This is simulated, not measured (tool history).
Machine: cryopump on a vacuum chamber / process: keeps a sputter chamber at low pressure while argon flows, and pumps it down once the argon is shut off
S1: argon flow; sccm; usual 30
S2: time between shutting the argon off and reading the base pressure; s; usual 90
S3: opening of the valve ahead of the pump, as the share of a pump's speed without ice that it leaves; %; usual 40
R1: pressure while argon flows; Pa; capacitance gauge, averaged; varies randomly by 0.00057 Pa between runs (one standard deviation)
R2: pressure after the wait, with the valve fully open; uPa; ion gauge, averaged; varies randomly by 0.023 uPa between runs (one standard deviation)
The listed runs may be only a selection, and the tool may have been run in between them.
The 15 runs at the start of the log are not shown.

run	hour	S1	S2	S3	R1	R2
16	680.9	21	98	40	0.0511	2.05
17	732.9	34	61	19	0.1694	2.48
18	778.9	36	90	33	0.1051	2.15
19	822.7	36	90	33	0.1064	2.16
20	858.5	36	90	33	0.1069	2.23
21	907.8	36	90	33	0.1079	2.22
22	942	19	242	28	0.0667	1.93
23	987.2	19	242	28	0.0659	1.88
24	1037	22	36	39	0.0565	3.33
25	1075.7	22	36	39	0.057	3.28
26	1112.2	40	139	40	0.1017	2.13
27	1156.9	30	90	23	0.1271	2.4
28	1188.4	30	90	23	0.128	2.44
29	1233.8	30	90	23	0.1281	2.43
30	1290.5	32	74	28	0.1134	2.64

Forecast each of these 5 alternatives for the next run:
A	1347.4	33	153	17	?	?
B	1347.4	15	268	38	?	?
C	1347.4	18	127	38	?	?
D	1347.4	43	142	49	?	?
E	1347.4	13	192	29	?	?

run	R1	R2
A	0.1886	2.31
B	0.0405	2.13
C	0.049	2.39
D	0.0929	2.29
E	0.0447	2.23
Had the tool no hidden state, the same runs would have come out as:
run	R1	R2
A	0.1803	0.55
B	0.0368	0.37
C	0.0444	0.63
D	0.0821	0.55
E	0.0415	0.46

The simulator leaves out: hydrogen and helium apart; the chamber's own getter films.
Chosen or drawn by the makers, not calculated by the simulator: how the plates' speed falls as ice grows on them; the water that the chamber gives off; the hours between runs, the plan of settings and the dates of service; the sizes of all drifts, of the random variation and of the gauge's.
